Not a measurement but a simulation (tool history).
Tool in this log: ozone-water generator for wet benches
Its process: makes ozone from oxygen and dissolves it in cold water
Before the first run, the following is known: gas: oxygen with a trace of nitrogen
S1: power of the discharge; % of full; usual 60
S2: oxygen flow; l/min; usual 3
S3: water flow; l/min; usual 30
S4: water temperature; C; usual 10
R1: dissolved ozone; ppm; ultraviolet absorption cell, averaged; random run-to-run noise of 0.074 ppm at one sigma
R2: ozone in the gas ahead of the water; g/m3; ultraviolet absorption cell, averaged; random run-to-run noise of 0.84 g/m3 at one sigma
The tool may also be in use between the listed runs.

| run | hour | S1 | S2 | S3 | S4 | R1 | R2 |
|---|---|---|---|---|---|---|---|
| 1 | 0 | 60 | 3 | 30 | 10 | 8.51 | 132.9 |
| 2 | 63 | 60 | 3 | 30 | 10 | 8.59 | 133.1 |
| 3 | 184.9 | 58 | 3 | 30 | 10 | 8.2 | 127 |
| 4 | 303.5 | 58 | 3 | 30 | 10 | 8.17 | 128.7 |
| 5 | 398.8 | 58 | 3 | 30 | 10 | 8.18 | 128.1 |
| 6 | 462.6 | 58 | 3 | 30 | 10 | 8.3 | 129.5 |
| 7 | 531 | 58 | 3 | 30 | 10 | 8.24 | 129.7 |
| 8 | 609.5 | 60 | 3 | 30 | 10 | 8.39 | 132.2 |
| 9 | 665.5 | 60 | 3 | 30 | 10 | 8.57 | 132.3 |
| 10 | 734.5 | 60 | 3 | 30 | 10 | 8.47 | 131 |
| 11 | 847.6 | 60 | 3 | 30 | 10 | 8.62 | 132.4 |
| 12 | 919.3 | 60 | 3 | 30 | 10 | 8.46 | 130.6 |
| 13 | 1000.2 | 60 | 2.82 | 30 | 10 | 8.36 | 136.9 |
| 14 | 1103.4 | 60 | 2.82 | 30 | 10 | 8.37 | 134.9 |
| 15 | 1168.6 | 60 | 2.82 | 30 | 10 | 8.21 | 135.9 |
| 16 | 1284.1 | 60 | 2.82 | 30 | 10 | 8.4 | 135.6 |
| 17 | 1348.9 | 60 | 2.82 | 30 | 10 | 8.35 | 137.7 |
| 18 | 1437.3 | 60 | 2.82 | 30 | 10 | 8.31 | 136.8 |
| 19 | 1487.6 | 60 | 2.82 | 30 | 10 | 8.41 | 135.3 |
| 20 | 1571 | 60 | 3 | 28 | 10 | 9.1 | 130.3 |
| 21 | 1629.9 | 60 | 3 | 28 | 10 | 8.96 | 129.8 |
| 22 | 1738.6 | 60 | 3 | 28 | 10 | 8.89 | 129.8 |
| 23 | 1806.1 | 60 | 3 | 28 | 10 | 8.92 | 130 |
| 24 | 1882.7 | 60 | 2.88 | 30 | 10 | 8.24 | 133.6 |
| 25 | 1952.4 | 72 | 3.62 | 30 | 10 | 9.87 | 134.1 |
| 26 | 2022.3 | 72 | 3.62 | 19 | 12 | 14.76 | 134.6 |
| 27 | 2146.2 | 72 | 2.98 | 19 | 12 | 14.8 | 150 |
| 28 | 2204.5 | 60 | 1.54 | 33 | 10 | 6.44 | 202.8 |
| 29 | 2315.7 | 60 | 3 | 41 | 7 | 6.1 | 130.5 |
| 30 | 2388.6 | 60 | 3 | 44 | 10 | 5.5 | 129.4 |
| 31 | 2454.9 | 60 | 3 | 19 | 10 | 13.1 | 128.3 |
| 32 | 2506.3 | 60 | 3 | 47 | 10 | 5.17 | 130.2 |
| 33 | 2586.9 | 67 | 3 | 30 | 13 | 9.15 | 141.4 |

Taken out of this log: 3 entries between the listed runs. Where each belongs, and how the hidden state differs across it:
From run 3 to run 4: water thermometer calibrated (hour 255.5)
  yield of the discharge, % of new electrodes': 98.3 -> 98.1; contactor's efficiency, % of a clean one's: 95.3 -> 95.2; true water temperature over the reading, C: 0.08 -> -0.01
  the result without the hidden state subtracted from the measured one, R1: -0.28 -> -0.29 ppm; R2: -1.9 -> -2.1 g/m3
From run 21 to run 22: contactor cleaned (hour 1639.9)
  yield of the discharge, % of new electrodes': 96.7 -> 96.6; contactor's efficiency, % of a clean one's: 94.3 -> 92.6; true water temperature over the reading, C: 0.03 -> 0.04
  the result without the hidden state subtracted from the measured one, R1: -0.47 -> -0.55 ppm; R2: -3.9 -> -4 g/m3
From run 28 to run 29: contactor cleaned, once more (hour 2225.1)
  yield of the discharge, % of new electrodes': 96.1 -> 95.9; contactor's efficiency, % of a clean one's: 92.3 -> 99.2
  the result without the hidden state subtracted from the measured one, R1: -0.47 -> -0.25 ppm; R2: -7.2 -> -4.8 g/m3
